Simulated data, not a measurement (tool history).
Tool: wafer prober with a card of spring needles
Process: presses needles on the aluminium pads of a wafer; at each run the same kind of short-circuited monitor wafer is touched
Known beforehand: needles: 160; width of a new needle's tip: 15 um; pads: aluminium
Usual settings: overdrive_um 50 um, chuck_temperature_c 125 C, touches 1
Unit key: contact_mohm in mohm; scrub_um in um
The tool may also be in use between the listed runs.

run 1 hour=0 | overdrive_um=50 chuck_temperature_c=125 touches=1 | contact_mohm=185 scrub_um=8.86
-- hour=10.9 tips cleaned on abrasive film
run 2 hour=19.9 | overdrive_um=50 chuck_temperature_c=125 touches=1 | contact_mohm=183 scrub_um=8.9
-- hour=32.6 tips cleaned on abrasive film
run 3 hour=46.4 | overdrive_um=50 chuck_temperature_c=125 touches=1 | contact_mohm=186 scrub_um=8.93
-- hour=54.7 tips cleaned on abrasive film
-- hour=76.6 tips cleaned on abrasive film
run 4 hour=76.6 | overdrive_um=50 chuck_temperature_c=125 touches=1 | contact_mohm=171 scrub_um=8.71
run 5 hour=93.8 | overdrive_um=50 chuck_temperature_c=125 touches=1 | contact_mohm=189 scrub_um=8.82
-- hour=97.2 tips cleaned on abrasive film
run 6 hour=113.9 | overdrive_um=50 chuck_temperature_c=125 touches=1 | contact_mohm=188 scrub_um=8.7
-- hour=118.7 tips cleaned on abrasive film
-- hour=140.9 tips cleaned on abrasive film
run 7 hour=149.8 | overdrive_um=50 chuck_temperature_c=111 touches=1 | contact_mohm=182 scrub_um=8.69
-- hour=162.6 tips cleaned on abrasive film
run 8 hour=164.4 | overdrive_um=50 chuck_temperature_c=111 touches=1 | contact_mohm=172 scrub_um=8.76
-- hour=183.4 tips cleaned on abrasive film
run 9 hour=196.6 | overdrive_um=50 chuck_temperature_c=111 touches=1 | contact_mohm=186 scrub_um=8.71
-- hour=203.8 tips cleaned on abrasive film
run 10 hour=222.3 | overdrive_um=50 chuck_temperature_c=111 touches=1 | contact_mohm=188 scrub_um=8.69
-- hour=225.3 tips cleaned on abrasive film
-- hour=246.6 tips cleaned on abrasive film
run 11 hour=249.4 | overdrive_um=50 chuck_temperature_c=111 touches=1 | contact_mohm=173 scrub_um=8.61
-- hour=268.1 tips cleaned on abrasive film
run 12 hour=274 | overdrive_um=50 chuck_temperature_c=111 touches=1 | contact_mohm=182 scrub_um=8.53
-- hour=290.6 tips cleaned on abrasive film
run 13 hour=291.7 | overdrive_um=50 chuck_temperature_c=111 touches=1 | contact_mohm=175 scrub_um=8.57
-- hour=314 tips cleaned on abrasive film
run 14 hour=327 | overdrive_um=50 chuck_temperature_c=111 touches=1 | contact_mohm=190 scrub_um=8.55
-- hour=337.1 tips cleaned on abrasive film
-- hour=357.6 tips cleaned on abrasive film
run 15 hour=358.8 | overdrive_um=50 chuck_temperature_c=111 touches=1 | contact_mohm=172 scrub_um=8.59
run 16 hour=375.7 | overdrive_um=50 chuck_temperature_c=125 touches=1 | contact_mohm=193 scrub_um=8.38
-- hour=378.7 tips cleaned on abrasive film
run 17 hour=393.6 | overdrive_um=50 chuck_temperature_c=35 touches=1 | contact_mohm=178 scrub_um=8.63
-- hour=399.9 tips cleaned on abrasive film
-- hour=420.4 tips cleaned on abrasive film
run 18 hour=428.4 | overdrive_um=63 chuck_temperature_c=76 touches=2 | contact_mohm=165 scrub_um=10.7
-- hour=442.1 tips cleaned on abrasive film
run 19 hour=450.9 | overdrive_um=50 chuck_temperature_c=125 touches=2 | contact_mohm=181 scrub_um=8.51
-- hour=463.1 tips cleaned on abrasive film
run 20 hour=478.2 | overdrive_um=50 chuck_temperature_c=125 touches=2 | contact_mohm=182 scrub_um=8.22
-- hour=484.5 tips cleaned on abrasive film
run 21 hour=495 | overdrive_um=50 chuck_temperature_c=57 touches=1 | contact_mohm=177 scrub_um=8.5
-- hour=506.3 tips cleaned on abrasive film
run 22 hour=519.1 | overdrive_um=58 chuck_temperature_c=99 touches=1 | contact_mohm=179 scrub_um=9.69
-- hour=527.1 tips cleaned on abrasive film
run 23 hour=539.2 | overdrive_um=46 chuck_temperature_c=31 touches=1 | contact_mohm=185 scrub_um=7.71
-- hour=549.8 tips cleaned on abrasive film
run 24 hour=558.2 | overdrive_um=48 chuck_temperature_c=27 touches=2 | contact_mohm=167 scrub_um=7.93
-- hour=570.2 tips cleaned on abrasive film
run 25 hour=575.6 | overdrive_um=48 chuck_temperature_c=33 touches=2 | contact_mohm=165 scrub_um=7.84
-- hour=591.4 tips cleaned on abrasive film
run 26 hour=601.5 | overdrive_um=48 chuck_temperature_c=33 touches=2 | contact_mohm=170 scrub_um=7.93

What does the tool deliver on the next run?
-- hour=614.1 tips cleaned on abrasive film
run 27 hour=621.7 | overdrive_um=50 chuck_temperature_c=63 touches=2 | contact_mohm=? scrub_um=?

{"run 27": {"contact_mohm": 170, "scrub_um": 8.25}}
With the hidden condition absent and the run-to-run variation left alone, this run would have shown contact_mohm 156 mohm, scrub_um 8.94 um.

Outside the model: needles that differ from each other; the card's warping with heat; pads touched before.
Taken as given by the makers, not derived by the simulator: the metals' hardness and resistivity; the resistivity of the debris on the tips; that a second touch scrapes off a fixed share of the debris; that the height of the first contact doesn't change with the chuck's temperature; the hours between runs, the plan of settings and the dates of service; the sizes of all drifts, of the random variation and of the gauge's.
